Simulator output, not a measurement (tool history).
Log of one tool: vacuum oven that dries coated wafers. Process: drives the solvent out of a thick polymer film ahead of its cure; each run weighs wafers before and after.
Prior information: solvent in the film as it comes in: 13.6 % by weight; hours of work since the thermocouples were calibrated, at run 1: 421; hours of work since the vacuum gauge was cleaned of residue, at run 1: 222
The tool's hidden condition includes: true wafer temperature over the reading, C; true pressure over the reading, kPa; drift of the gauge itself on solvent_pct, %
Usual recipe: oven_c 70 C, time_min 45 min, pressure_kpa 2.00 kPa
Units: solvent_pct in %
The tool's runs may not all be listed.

| run | hour | oven_c | time_min | pressure_kpa | hours of work since the thermocouples were calibrated | hours of work since the vacuum gauge was cleaned of residue | solvent_pct |
|---|---|---|---|---|---|---|---|
| 1 | 0.0 | 70 | 45 | 2.00 | 421 | 222 | 0.88 |
| 2 | 8.7 | 70 | 45 | 2.00 | 424 | 226 | 0.86 |
| 3 | 17.0 | 70 | 45 | 2.00 | 428 | 229 | 0.86 |
| 4 | 30.0 | 76 | 45 | 2.00 | 433 | 235 | 0.60 |
| 5 | 42.2 | 70 | 45 | 2.00 | 438 | 240 | 0.90 |
| 6 | 62.7 | 70 | 45 | 2.00 | 447 | 249 | 0.87 |
| 7 | 82.8 | 70 | 46 | 2.00 | 456 | 257 | 0.87 |
| 8 | 102.7 | 70 | 46 | 2.00 | 464 | 266 | 0.95 |
| 9 | 119.4 | 70 | 46 | 2.00 | 471 | 273 | 0.85 |
| 10 | 139.4 | 70 | 46 | 2.00 | 480 | 281 | 0.82 |
| 11 | 159.7 | 70 | 46 | 7.85 | 488 | 290 | 2.53 |
| 12 | 175.6 | 70 | 46 | 7.85 | 495 | 297 | 2.56 |
| 13 | 191.1 | 70 | 46 | 7.85 | 502 | 303 | 2.53 |
| 14 | 203.0 | 70 | 46 | 2.79 | 507 | 308 | 1.07 |
| 15 | 222.5 | 70 | 46 | 2.79 | 515 | 316 | 1.04 |
| 16 | 231.8 | 70 | 45 | 2.00 | 519 | 320 | 0.85 |
| 17 | 251.2 | 68 | 72 | 6.84 | 527 | 329 | 2.27 |
| 18 | 262.8 | 80 | 24 | 2.00 | 532 | 333 | 0.59 |
| 19 | 274.6 | 80 | 24 | 3.55 | 537 | 338 | 0.88 |

What will run 20 give?
| 20 | 284.3 | 74 | 45 | 1.30 | 541 | 343 | ? |

Logged for run 20: solvent_pct 0.45 %.
With the hidden condition absent and the run-to-run variation left alone, this run would have shown solvent_pct 0.49 %.
